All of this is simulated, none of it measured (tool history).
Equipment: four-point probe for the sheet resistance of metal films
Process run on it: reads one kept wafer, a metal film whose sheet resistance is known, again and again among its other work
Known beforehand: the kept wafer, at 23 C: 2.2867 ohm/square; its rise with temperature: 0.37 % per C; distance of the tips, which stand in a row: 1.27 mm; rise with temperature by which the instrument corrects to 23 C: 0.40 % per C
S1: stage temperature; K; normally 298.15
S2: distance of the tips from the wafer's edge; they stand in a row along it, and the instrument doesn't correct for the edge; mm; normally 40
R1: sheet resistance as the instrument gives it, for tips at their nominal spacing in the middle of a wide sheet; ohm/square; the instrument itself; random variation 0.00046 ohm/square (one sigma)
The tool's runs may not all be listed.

run 1 hour=0 | S1=298.15 S2=40 | R1=2.287005
run 2 hour=86.6 | S1=298.15 S2=4 | R1=2.403111
run 3 hour=132.2 | S1=298.15 S2=4 | R1=2.402971
run 4 hour=212.5 | S1=298.15 S2=4 | R1=2.402515
run 5 hour=268.2 | S1=298.15 S2=4 | R1=2.40309
run 6 hour=335.9 | S1=292.15 S2=4 | R1=2.406846
run 7 hour=417.2 | S1=300.15 S2=4 | R1=2.401297
run 8 hour=478.1 | S1=298.15 S2=40 | R1=2.287026
run 9 hour=546.2 | S1=298.15 S2=40 | R1=2.286681
run 10 hour=608.1 | S1=298.15 S2=40 | R1=2.287141
run 11 hour=665.8 | S1=298.15 S2=6 | R1=2.339281
run 12 hour=712.9 | S1=298.15 S2=6 | R1=2.338999
run 13 hour=750.6 | S1=298.15 S2=40 | R1=2.286831
run 14 hour=796.4 | S1=298.15 S2=40 | R1=2.286151
run 15 hour=835.5 | S1=298.15 S2=40 | R1=2.285524
run 16 hour=890.2 | S1=298.15 S2=40 | R1=2.287063
run 17 hour=931.2 | S1=298.15 S2=6 | R1=2.339834
run 18 hour=985.8 | S1=298.15 S2=5 | R1=2.362692
run 19 hour=1064.7 | S1=298.15 S2=5 | R1=2.361522
run 20 hour=1148.1 | S1=298.15 S2=5 | R1=2.362121
run 21 hour=1187.1 | S1=298.15 S2=40 | R1=2.28675
run 22 hour=1267.8 | S1=298.15 S2=40 | R1=2.285938

The next listed run, before its measurement:
run 23 hour=1336 | S1=298.15 S2=40 | R1=?

Run 23 came out at R1 2.286521 ohm/square.
Without the tool's hidden state the same run would have given R1 2.28648 ohm/square.

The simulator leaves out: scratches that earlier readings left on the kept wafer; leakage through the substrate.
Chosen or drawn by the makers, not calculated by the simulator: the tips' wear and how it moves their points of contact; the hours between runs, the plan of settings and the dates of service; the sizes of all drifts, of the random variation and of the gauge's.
